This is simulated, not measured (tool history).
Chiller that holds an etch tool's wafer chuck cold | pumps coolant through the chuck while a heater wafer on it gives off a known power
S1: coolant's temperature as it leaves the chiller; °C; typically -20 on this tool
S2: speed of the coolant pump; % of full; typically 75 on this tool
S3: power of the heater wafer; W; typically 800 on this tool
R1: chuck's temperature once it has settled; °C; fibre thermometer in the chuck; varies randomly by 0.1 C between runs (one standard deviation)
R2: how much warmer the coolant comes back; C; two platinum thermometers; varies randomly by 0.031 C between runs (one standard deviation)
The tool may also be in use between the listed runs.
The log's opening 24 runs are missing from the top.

run 25 day=167.938 | S1=-28 S2=99 S3=1193 | R1=-18.1 R2=3.02
run 26 day=177.171 | S1=-27 S2=65 S3=1043 | R1=-14.5 R2=4.29
run 27 day=181.221 | S1=-27 S2=65 S3=1043 | R1=-14.5 R2=4.25
run 28 day=186.779 | S1=-27 S2=94 S3=1043 | R1=-17.7 R2=2.83
run 29 day=194.004 | S1=-27 S2=94 S3=1043 | R1=-17.7 R2=2.74
run 30 day=200.3 | S1=-27 S2=94 S3=1043 | R1=-17.5 R2=2.86
run 31 day=204.762 | S1=-27 S2=94 S3=1043 | R1=-17.7 R2=2.79
run 32 day=212.258 | S1=-18 S2=75 S3=1140 | R1=-5.3 R2=4.03

Each row is a separate what-if for the run after 32, all from the same tool condition, not one after another. Results?
run A day=216.354 | S1=-14 S2=95 S3=1140 | R1=? R2=?
run B day=216.354 | S1=-11 S2=75 S3=800 | R1=? R2=?
run C day=216.354 | S1=-10 S2=81 S3=839 | R1=? R2=?

run=A R1=-3.5 R2=3.09
run=B R1=-2.1 R2=2.81
run=C R1=-1.2 R2=2.72
Take away the tool's hidden state, keep each run's random variation, and the runs would have read:
run=A R1=-4.8 R2=2.82
run=B R1=-3.2 R2=2.56
run=C R1=-2.4 R2=2.48

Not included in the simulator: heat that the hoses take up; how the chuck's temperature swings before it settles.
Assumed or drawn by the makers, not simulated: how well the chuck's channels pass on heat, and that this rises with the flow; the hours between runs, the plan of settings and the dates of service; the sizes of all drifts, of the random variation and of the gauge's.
